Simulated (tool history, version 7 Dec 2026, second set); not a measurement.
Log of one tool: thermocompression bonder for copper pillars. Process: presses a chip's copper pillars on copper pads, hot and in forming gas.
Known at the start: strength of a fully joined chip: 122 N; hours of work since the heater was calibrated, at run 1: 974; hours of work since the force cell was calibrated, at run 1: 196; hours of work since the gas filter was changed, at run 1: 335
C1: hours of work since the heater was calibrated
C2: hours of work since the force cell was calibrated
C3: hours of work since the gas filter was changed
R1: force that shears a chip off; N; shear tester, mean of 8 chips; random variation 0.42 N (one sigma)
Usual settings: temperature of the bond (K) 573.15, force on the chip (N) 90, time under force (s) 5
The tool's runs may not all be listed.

run 1 day=0 | temperature_of_the_bond_(K)=573.15 force_on_the_chip_(N)=90 time_under_force_(s)=5 | C1=974 C2=196 C3=335 | R1=73.8
run 2 day=0.421 | temperature_of_the_bond_(K)=573.15 force_on_the_chip_(N)=111 time_under_force_(s)=5 | C1=980 C2=201 C3=340 | R1=79
run 3 day=1.083 | temperature_of_the_bond_(K)=573.15 force_on_the_chip_(N)=111 time_under_force_(s)=5 | C1=988 C2=209 C3=349 | R1=80.3
run 4 day=1.725 | temperature_of_the_bond_(K)=573.15 force_on_the_chip_(N)=111 time_under_force_(s)=5 | C1=996 C2=217 C3=357 | R1=79.6
run 5 day=2.271 | temperature_of_the_bond_(K)=573.15 force_on_the_chip_(N)=90 time_under_force_(s)=5 | C1=1003 C2=224 C3=364 | R1=73.2
run 6 day=2.879 | temperature_of_the_bond_(K)=573.15 force_on_the_chip_(N)=90 time_under_force_(s)=5 | C1=1011 C2=232 C3=371 | R1=73
run 7 day=3.221 | temperature_of_the_bond_(K)=576.15 force_on_the_chip_(N)=90 time_under_force_(s)=5 | C1=1015 C2=236 C3=376 | R1=74.4
run 8 day=3.825 | temperature_of_the_bond_(K)=573.15 force_on_the_chip_(N)=90 time_under_force_(s)=5 | C1=1023 C2=244 C3=383 | R1=72.8
-- day=3.946 force cell calibrated
run 9 day=4.271 | temperature_of_the_bond_(K)=573.15 force_on_the_chip_(N)=90 time_under_force_(s)=6 | C1=1027 C2=4 C3=388 | R1=76.9
run 10 day=4.604 | temperature_of_the_bond_(K)=573.15 force_on_the_chip_(N)=90 time_under_force_(s)=14 | C1=1032 C2=8 C3=392 | R1=94.2
run 11 day=5.104 | temperature_of_the_bond_(K)=573.15 force_on_the_chip_(N)=90 time_under_force_(s)=6 | C1=1038 C2=15 C3=399 | R1=77.1
run 12 day=5.833 | temperature_of_the_bond_(K)=573.15 force_on_the_chip_(N)=90 time_under_force_(s)=6 | C1=1047 C2=24 C3=408 | R1=77.3
run 13 day=6.288 | temperature_of_the_bond_(K)=550.15 force_on_the_chip_(N)=90 time_under_force_(s)=6 | C1=1053 C2=29 C3=413 | R1=62
run 14 day=6.6 | temperature_of_the_bond_(K)=560.15 force_on_the_chip_(N)=90 time_under_force_(s)=12 | C1=1057 C2=33 C3=417 | R1=82.9
run 15 day=7.171 | temperature_of_the_bond_(K)=560.15 force_on_the_chip_(N)=90 time_under_force_(s)=12 | C1=1064 C2=41 C3=425 | R1=82.4
-- day=7.712 force cell calibrated, once more
run 16 day=7.908 | temperature_of_the_bond_(K)=560.15 force_on_the_chip_(N)=90 time_under_force_(s)=12 | C1=1072 C2=2 C3=433 | R1=81.7
run 17 day=8.35 | temperature_of_the_bond_(K)=565.15 force_on_the_chip_(N)=97 time_under_force_(s)=7 | C1=1078 C2=8 C3=439 | R1=76
run 18 day=8.85 | temperature_of_the_bond_(K)=565.15 force_on_the_chip_(N)=97 time_under_force_(s)=7 | C1=1084 C2=14 C3=445 | R1=75.6
run 19 day=9.296 | temperature_of_the_bond_(K)=599.15 force_on_the_chip_(N)=68 time_under_force_(s)=9 | C1=1090 C2=20 C3=451 | R1=90.8

5 ways to go on from here, each from the tool as it stands after run 19. What would each give?
run A day=10.012 | temperature_of_the_bond_(K)=573.15 force_on_the_chip_(N)=90 time_under_force_(s)=7 | C1=1099 C2=29 C3=460 | R1=?
run B day=10.012 | temperature_of_the_bond_(K)=599.15 force_on_the_chip_(N)=68 time_under_force_(s)=7 | C1=1099 C2=29 C3=460 | R1=?
run C day=10.012 | temperature_of_the_bond_(K)=590.15 force_on_the_chip_(N)=134 time_under_force_(s)=12 | C1=1099 C2=29 C3=460 | R1=?
run D day=10.012 | temperature_of_the_bond_(K)=574.15 force_on_the_chip_(N)=61 time_under_force_(s)=5 | C1=1099 C2=29 C3=460 | R1=?
run E day=10.012 | temperature_of_the_bond_(K)=599.15 force_on_the_chip_(N)=90 time_under_force_(s)=9 | C1=1099 C2=29 C3=460 | R1=?

run=A R1=79.5
run=B R1=86.7
run=C R1=106.6
run=D R1=60.4
run=E R1=97.4
Without the tool's hidden state the same runs would have given:
run=A R1=87.9
run=B R1=94.9
run=C R1=114.6
run=D R1=67.6
run=E R1=105.6

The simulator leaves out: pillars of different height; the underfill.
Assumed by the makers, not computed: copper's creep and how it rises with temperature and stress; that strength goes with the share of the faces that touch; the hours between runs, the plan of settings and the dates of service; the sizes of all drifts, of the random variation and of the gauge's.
